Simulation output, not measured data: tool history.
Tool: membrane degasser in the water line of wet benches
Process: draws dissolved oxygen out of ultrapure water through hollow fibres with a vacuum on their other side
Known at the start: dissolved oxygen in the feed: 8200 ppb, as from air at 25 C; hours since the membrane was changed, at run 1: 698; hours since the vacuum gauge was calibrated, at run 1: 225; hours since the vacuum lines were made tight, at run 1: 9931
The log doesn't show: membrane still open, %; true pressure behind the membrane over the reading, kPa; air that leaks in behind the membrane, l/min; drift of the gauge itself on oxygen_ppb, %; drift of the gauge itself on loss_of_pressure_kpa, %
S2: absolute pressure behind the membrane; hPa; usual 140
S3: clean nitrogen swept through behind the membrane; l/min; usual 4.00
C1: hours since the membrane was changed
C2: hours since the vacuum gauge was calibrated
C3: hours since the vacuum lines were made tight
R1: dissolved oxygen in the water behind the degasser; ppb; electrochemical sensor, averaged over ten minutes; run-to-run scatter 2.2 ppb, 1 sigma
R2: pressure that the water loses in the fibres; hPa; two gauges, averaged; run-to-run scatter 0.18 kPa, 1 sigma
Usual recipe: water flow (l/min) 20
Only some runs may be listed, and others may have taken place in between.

{"run": 1, "hour": 0.0, "water flow (l/min)": 20, "S2": 140, "S3": 4.0, "C1": 698, "C2": 225, "C3": 9931, "R1": 214.6, "R2": 341.2}
{"run": 2, "hour": 71.0, "water flow (l/min)": 20, "S2": 140, "S3": 4.0, "C1": 769, "C2": 296, "C3": 10002, "R1": 215.1, "R2": 336.8}
{"run": 3, "hour": 108.3, "water flow (l/min)": 20, "S2": 140, "S3": 1.79, "C1": 806, "C2": 334, "C3": 10039, "R1": 355.9, "R2": 336.7}
{"run": 4, "hour": 147.8, "water flow (l/min)": 20, "S2": 140, "S3": 1.79, "C1": 846, "C2": 373, "C3": 10079, "R1": 356.7, "R2": 337.7}
{"run": 5, "hour": 188.8, "water flow (l/min)": 20, "S2": 140, "S3": 1.78, "C1": 887, "C2": 414, "C3": 10120, "R1": 362.0, "R2": 335.7}
{"run": 6, "hour": 230.9, "water flow (l/min)": 20, "S2": 140, "S3": 1.78, "C1": 929, "C2": 456, "C3": 10162, "R1": 361.1, "R2": 337.2}
{"run": 7, "hour": 282.2, "water flow (l/min)": 20, "S2": 140, "S3": 4.0, "C1": 980, "C2": 507, "C3": 10213, "R1": 214.5, "R2": 339.6}
{"run": 8, "hour": 357.2, "water flow (l/min)": 20, "S2": 140, "S3": 4.0, "C1": 1055, "C2": 582, "C3": 10288, "R1": 211.1, "R2": 337.0}
{"run": 9, "hour": 421.0, "water flow (l/min)": 22, "S2": 140, "S3": 4.0, "C1": 1119, "C2": 646, "C3": 10352, "R1": 262.8, "R2": 371.3}
{"run": 10, "hour": 488.2, "water flow (l/min)": 22, "S2": 140, "S3": 4.0, "C1": 1186, "C2": 713, "C3": 10419, "R1": 256.0, "R2": 367.4}
{"run": 11, "hour": 532.7, "water flow (l/min)": 20, "S2": 158, "S3": 4.0, "C1": 1231, "C2": 758, "C3": 10464, "R1": 239.0, "R2": 334.8}
{"run": 12, "hour": 595.5, "water flow (l/min)": 20, "S2": 140, "S3": 4.0, "C1": 1294, "C2": 821, "C3": 10526, "R1": 217.0, "R2": 335.8}
{"run": 13, "hour": 679.7, "water flow (l/min)": 20, "S2": 140, "S3": 4.0, "C1": 1378, "C2": 905, "C3": 10611, "R1": 211.3, "R2": 334.4}
{"run": 14, "hour": 720.2, "water flow (l/min)": 20, "S2": 251, "S3": 4.0, "C1": 1418, "C2": 945, "C3": 10651, "R1": 336.4, "R2": 332.8}
{"run": 15, "hour": 770.0, "water flow (l/min)": 20, "S2": 140, "S3": 4.0, "C1": 1468, "C2": 995, "C3": 10701, "R1": 212.7, "R2": 333.5}
{"run": 16, "hour": 843.9, "water flow (l/min)": 20, "S2": 140, "S3": 4.0, "C1": 1542, "C2": 1069, "C3": 10775, "R1": 213.8, "R2": 332.4}
{"run": 17, "hour": 912.9, "water flow (l/min)": 20, "S2": 140, "S3": 4.0, "C1": 1611, "C2": 1138, "C3": 10844, "R1": 214.3, "R2": 332.7}
{"run": 18, "hour": 959.1, "water flow (l/min)": 22, "S2": 140, "S3": 4.0, "C1": 1657, "C2": 1184, "C3": 10890, "R1": 260.8, "R2": 363.5}
{"run": 19, "hour": 1000.1, "water flow (l/min)": 17, "S2": 245, "S3": 4.0, "C1": 1698, "C2": 1225, "C3": 10931, "R1": 257.6, "R2": 284.8}
{"run": 20, "hour": 1049.4, "water flow (l/min)": 18, "S2": 96, "S3": 4.76, "C1": 1747, "C2": 1275, "C3": 10980, "R1": 115.7, "R2": 298.3}
{"run": 21, "hour": 1087.3, "water flow (l/min)": 30, "S2": 338, "S3": 2.85, "C1": 1785, "C2": 1313, "C3": 11018, "R1": 967.6, "R2": 499.6}
{"run": 22, "hour": 1168.3, "water flow (l/min)": 30, "S2": 338, "S3": 2.85, "C1": 1866, "C2": 1394, "C3": 11099, "R1": 951.4, "R2": 496.4}
{"run": 23, "hour": 1224.9, "water flow (l/min)": 30, "S2": 140, "S3": 2.85, "C1": 1923, "C2": 1450, "C3": 11156, "R1": 551.1, "R2": 499.3}
{"run": 24, "hour": 1281.5, "water flow (l/min)": 21, "S2": 140, "S3": 2.85, "C1": 1980, "C2": 1507, "C3": 11212, "R1": 291.3, "R2": 348.1}
{"run": 25, "hour": 1330.1, "water flow (l/min)": 12, "S2": 140, "S3": 3.02, "C1": 2028, "C2": 1555, "C3": 11261, "R1": 113.5, "R2": 196.1}
{"run": 26, "hour": 1377.6, "water flow (l/min)": 12, "S2": 140, "S3": 3.02, "C1": 2076, "C2": 1603, "C3": 11309, "R1": 114.0, "R2": 200.4}
{"run": 27, "hour": 1434.6, "water flow (l/min)": 14, "S2": 183, "S3": 1.68, "C1": 2133, "C2": 1660, "C3": 11365, "R1": 311.8, "R2": 230.7}
{"hour": 1464.5, "done": "gauge calibrated"}
{"run": 28, "hour": 1478.8, "water flow (l/min)": 24, "S2": 276, "S3": 1.68, "C1": 2177, "C2": 1704, "C3": 11410, "R1": 853.8, "R2": 405.0}
{"run": 29, "hour": 1548.3, "water flow (l/min)": 24, "S2": 243, "S3": 1.68, "C1": 2246, "C2": 1774, "C3": 11479, "R1": 779.3, "R2": 408.2}
{"run": 30, "hour": 1587.4, "water flow (l/min)": 24, "S2": 243, "S3": 1.68, "C1": 2285, "C2": 1813, "C3": 11518, "R1": 775.8, "R2": 404.3}
{"run": 31, "hour": 1660.2, "water flow (l/min)": 20, "S2": 248, "S3": 1.61, "C1": 2358, "C2": 1885, "C3": 11591, "R1": 672.4, "R2": 337.9}

What differs in the tool's unlogged condition from the final listed run ahead of each entry between runs to the first listed run following it?
From run 27 to run 28: gauge calibrated (hour 1464.5)
  drift of the gauge itself on loss_of_pressure_kpa, %: -2.76 -> -0.03
  the result without the hidden state subtracted from the measured one, R2: -6.4 -> -0.1 hPa

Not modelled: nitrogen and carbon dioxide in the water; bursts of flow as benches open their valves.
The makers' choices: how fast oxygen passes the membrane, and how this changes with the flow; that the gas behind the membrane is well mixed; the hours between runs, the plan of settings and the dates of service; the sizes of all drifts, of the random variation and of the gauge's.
